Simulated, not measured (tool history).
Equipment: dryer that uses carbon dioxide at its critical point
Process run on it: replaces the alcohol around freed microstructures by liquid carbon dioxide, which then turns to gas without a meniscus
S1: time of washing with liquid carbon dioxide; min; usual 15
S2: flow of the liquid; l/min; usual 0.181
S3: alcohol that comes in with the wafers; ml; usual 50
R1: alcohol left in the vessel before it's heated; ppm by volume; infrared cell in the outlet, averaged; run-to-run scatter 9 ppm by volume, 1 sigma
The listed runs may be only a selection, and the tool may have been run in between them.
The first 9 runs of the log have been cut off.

run	hour	S1	S2	S3	R1
10	209.9	20	0.181	50	495
11	225.2	20	0.181	50	490
# hour 230.9: inlet filter changed
12	252.1	20	0.181	50	290
13	280.5	20	0.181	50	301
14	315	20	0.181	50	303
15	338.8	20	0.181	50	299
16	361.1	15	0.181	77	1130
17	392.4	15	0.181	77	1162
18	419.7	15	0.181	94	1398
19	443.9	15	0.181	94	1447
20	477	19	0.233	48	265

Predict the results of run 21:
21	500.8	13	0.114	50	?

Run 21 yielded R1 6849 ppm by volume.
On a tool with no hidden condition, and with the same random variation, this run would have come out at R1 5491 ppm by volume.
